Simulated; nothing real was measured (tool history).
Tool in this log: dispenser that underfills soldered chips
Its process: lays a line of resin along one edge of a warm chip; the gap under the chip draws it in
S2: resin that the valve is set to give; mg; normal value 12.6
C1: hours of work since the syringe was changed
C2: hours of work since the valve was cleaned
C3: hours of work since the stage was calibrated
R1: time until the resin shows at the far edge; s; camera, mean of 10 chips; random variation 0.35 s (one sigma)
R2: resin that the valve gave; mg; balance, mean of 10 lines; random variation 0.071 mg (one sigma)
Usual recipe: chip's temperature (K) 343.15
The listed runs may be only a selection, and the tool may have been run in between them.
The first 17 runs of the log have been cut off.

{"hour": 76.8, "done": "new syringe of resin"}
{"run": 18, "hour": 79.9, "chip's temperature (K)": 343.15, "S2": 13.6, "C1": 2, "C2": 72, "C3": 158, "R1": 19.7, "R2": 12.64}
{"run": 19, "hour": 84.6, "chip's temperature (K)": 344.15, "S2": 13.8, "C1": 6, "C2": 76, "C3": 162, "R1": 25.3, "R2": 12.93}
{"run": 20, "hour": 89.2, "chip's temperature (K)": 344.15, "S2": 13.8, "C1": 10, "C2": 79, "C3": 166, "R1": 33, "R2": 12.69}
{"hour": 92.3, "done": "new syringe of resin"}
{"run": 21, "hour": 95.1, "chip's temperature (K)": 352.15, "S2": 10.8, "C1": 2, "C2": 84, "C3": 170, "R1": 14.7, "R2": 9.93}
{"run": 22, "hour": 99.6, "chip's temperature (K)": 352.15, "S2": 13.1, "C1": 6, "C2": 87, "C3": 174, "R1": 18.6, "R2": 11.99}
{"run": 23, "hour": 104.4, "chip's temperature (K)": 344.15, "S2": 12.5, "C1": 9, "C2": 91, "C3": 177, "R1": 32.7, "R2": 11.46}
{"hour": 107.6, "done": "new syringe of resin"}
{"run": 24, "hour": 110.6, "chip's temperature (K)": 341.15, "S2": 11.3, "C1": 2, "C2": 96, "C3": 182, "R1": 23.5, "R2": 10.22}
{"run": 25, "hour": 115.9, "chip's temperature (K)": 355.15, "S2": 12.6, "C1": 7, "C2": 100, "C3": 186, "R1": 17.9, "R2": 11.32}
{"run": 26, "hour": 118.7, "chip's temperature (K)": 342.15, "S2": 11.9, "C1": 9, "C2": 102, "C3": 188, "R1": 34.4, "R2": 10.6}
{"hour": 122.7, "done": "new syringe of resin"}
{"run": 27, "hour": 123.1, "chip's temperature (K)": 355.15, "S2": 13.1, "C1": 0, "C2": 105, "C3": 191, "R1": 11.3, "R2": 11.81}
{"run": 28, "hour": 128.4, "chip's temperature (K)": 355.15, "S2": 13.1, "C1": 4, "C2": 109, "C3": 196, "R1": 15.2, "R2": 11.72}
{"run": 29, "hour": 133.1, "chip's temperature (K)": 334.15, "S2": 12.7, "C1": 8, "C2": 113, "C3": 199, "R1": 43.5, "R2": 11.25}
{"run": 30, "hour": 136.7, "chip's temperature (K)": 334.15, "S2": 14.1, "C1": 11, "C2": 116, "C3": 202, "R1": 54.6, "R2": 12.56}
{"hour": 138.0, "done": "new syringe of resin"}
{"run": 31, "hour": 141.9, "chip's temperature (K)": 343.15, "S2": 13.7, "C1": 3, "C2": 119, "C3": 206, "R1": 21.9, "R2": 12.13}
{"run": 32, "hour": 145.7, "chip's temperature (K)": 343.15, "S2": 13.7, "C1": 6, "C2": 122, "C3": 209, "R1": 26, "R2": 12.07}
{"run": 33, "hour": 148.7, "chip's temperature (K)": 350.15, "S2": 12.6, "C1": 8, "C2": 125, "C3": 211, "R1": 23.8, "R2": 11.09}
{"hour": 153.2, "done": "new syringe of resin"}
{"run": 34, "hour": 153.6, "chip's temperature (K)": 349.15, "S2": 11.1, "C1": 0, "C2": 128, "C3": 215, "R1": 14.5, "R2": 9.78}
{"run": 35, "hour": 159.4, "chip's temperature (K)": 349.15, "S2": 11.1, "C1": 5, "C2": 133, "C3": 219, "R1": 20.2, "R2": 9.61}
{"run": 36, "hour": 165.8, "chip's temperature (K)": 353.15, "S2": 12.4, "C1": 10, "C2": 138, "C3": 224, "R1": 24, "R2": 10.73}

Here are 3 independent what-if runs from the current tool condition. What would each one return?
{"hour": 168.5, "done": "new syringe of resin"}
{"run": "A", "hour": 169.4, "chip's temperature (K)": 328.15, "S2": 15.2, "C1": 1, "C2": 140, "C3": 227, "R1": "?", "R2": "?"}
{"hour": 168.5, "done": "new syringe of resin"}
{"run": "B", "hour": 169.4, "chip's temperature (K)": 353.15, "S2": 12.3, "C1": 1, "C2": 140, "C3": 227, "R1": "?", "R2": "?"}
{"hour": 168.5, "done": "new syringe of resin"}
{"run": "C", "hour": 169.4, "chip's temperature (K)": 357.15, "S2": 15.1, "C1": 1, "C2": 140, "C3": 227, "R1": "?", "R2": "?"}

run=A R1=32.6 R2=13.08
run=B R1=13.7 R2=10.67
run=C R1=11.4 R2=13.16
With no hidden state in the tool, these same runs would have given:
run=A R1=32.3 R2=15.12
run=B R1=13.2 R2=12.33
run=C R1=11.2 R2=15.2

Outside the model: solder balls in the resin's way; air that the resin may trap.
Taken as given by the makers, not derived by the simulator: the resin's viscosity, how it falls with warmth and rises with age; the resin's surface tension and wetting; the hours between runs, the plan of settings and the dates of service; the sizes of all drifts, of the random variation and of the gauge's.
